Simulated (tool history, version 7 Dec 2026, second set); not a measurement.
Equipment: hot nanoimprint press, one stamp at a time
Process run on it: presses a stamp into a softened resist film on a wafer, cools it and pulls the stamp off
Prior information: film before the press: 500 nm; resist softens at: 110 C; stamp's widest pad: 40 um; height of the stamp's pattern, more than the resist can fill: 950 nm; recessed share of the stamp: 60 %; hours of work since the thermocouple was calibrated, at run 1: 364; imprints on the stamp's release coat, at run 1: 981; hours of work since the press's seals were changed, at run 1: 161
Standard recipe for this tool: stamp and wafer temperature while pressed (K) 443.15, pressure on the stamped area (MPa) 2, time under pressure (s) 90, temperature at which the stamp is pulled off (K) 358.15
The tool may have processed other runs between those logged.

run,day,stamp and wafer temperature while pressed (K),pressure on the stamped area (MPa),time under pressure (s),temperature at which the stamp is pulled off (K),hours of work since the thermocouple was calibrated,imprints on the stamp's release coat,hours of work since the press's seals were changed,resist left under the stamp's widest pad (nm),greatest force while the stamp is pulled off (N)
1,0,443.15,2,90,358.15,364,981,161,212.6,108
2,0.308,443.15,2,90,358.15,370,1008,167,211.9,104
3,0.667,443.15,2,90,358.15,376,1039,173,212.3,107
4,1.142,443.15,2,90,358.15,385,1081,182,209.2,107
5,1.575,443.15,2,90,358.15,393,1118,190,210.3,109
6,1.871,443.15,2,90,358.15,399,1144,196,210.1,103
7,2.088,443.15,2,90,358.15,403,1163,200,209.1,106
8,2.342,443.15,2,90,358.15,407,1186,204,208.2,107
9,2.808,443.15,2,90,358.15,416,1226,213,206.9,103
10,3.029,443.15,2,90,358.15,420,1245,217,209.6,111
11,3.246,437.15,2,90,358.15,424,1264,221,282.7,107
12,3.696,437.15,2,90,358.15,432,1304,229,282,106
13,3.933,443.15,2,162,358.15,437,1325,234,170.6,106
14,4.346,443.15,2.92,90,358.15,444,1361,241,168.6,106
# day 4.504: plate thermocouple calibrated
15,4.738,443.15,2,90,358.15,4,1384,246,207.4,110
16,5.138,443.15,2,90,358.15,12,1419,254,209.3,106
17,5.596,443.15,2,90,349.15,20,1459,262,206.5,131
18,5.875,443.15,2,90,349.15,25,1483,267,207.4,134
19,6.233,443.15,2,90,349.15,32,1514,274,205.8,134
20,6.475,443.15,2.12,90,349.15,37,1536,279,198.8,130
21,6.904,445.15,2.78,138,358.15,45,1573,286,131.6,110
# day 7.362: plate thermocouple calibrated, once more
22,7.379,440.15,1.65,94,358.15,0,1603,293,286.4,114
23,7.775,440.15,1.65,94,358.15,8,1638,300,285.6,111
24,8.129,443.15,1.66,90,354.15,14,1669,307,248.9,130
25,8.525,443.15,1.66,90,354.15,22,1704,314,249.7,124
26,8.725,440.15,2,54,346.15,25,1721,318,305.5,153
27,9.017,454.15,3.06,90,358.15,31,1746,323,101.2,114
28,9.471,454.15,3.06,90,358.15,39,1786,332,102.3,121
29,9.879,454.15,3.06,90,358.15,47,1822,339,101.3,116
30,10.083,434.15,3.06,77,356.15,50,1840,343,294,121
31,10.562,444.15,3.06,137,362.15,59,1881,352,145.9,103

What if the next run were any one of these 3? Each begins from the tool's condition after run 31:
A,10.979,441.15,1.68,90,343.15,67,1918,360,?,?
B,10.979,443.15,3.06,137,362.15,67,1918,360,?,?
C,10.979,444.15,1.6,137,346.15,67,1918,360,?,?

run,resist left under the stamp's widest pad (nm),greatest force while the stamp is pulled off (N)
A,271,165
B,151,106
C,210.4,155
With no hidden state in the tool, these same runs would have given:
run,resist left under the stamp's widest pad (nm),greatest force while the stamp is pulled off (N)
A,273.1,140
B,151.7,90
C,212.1,132

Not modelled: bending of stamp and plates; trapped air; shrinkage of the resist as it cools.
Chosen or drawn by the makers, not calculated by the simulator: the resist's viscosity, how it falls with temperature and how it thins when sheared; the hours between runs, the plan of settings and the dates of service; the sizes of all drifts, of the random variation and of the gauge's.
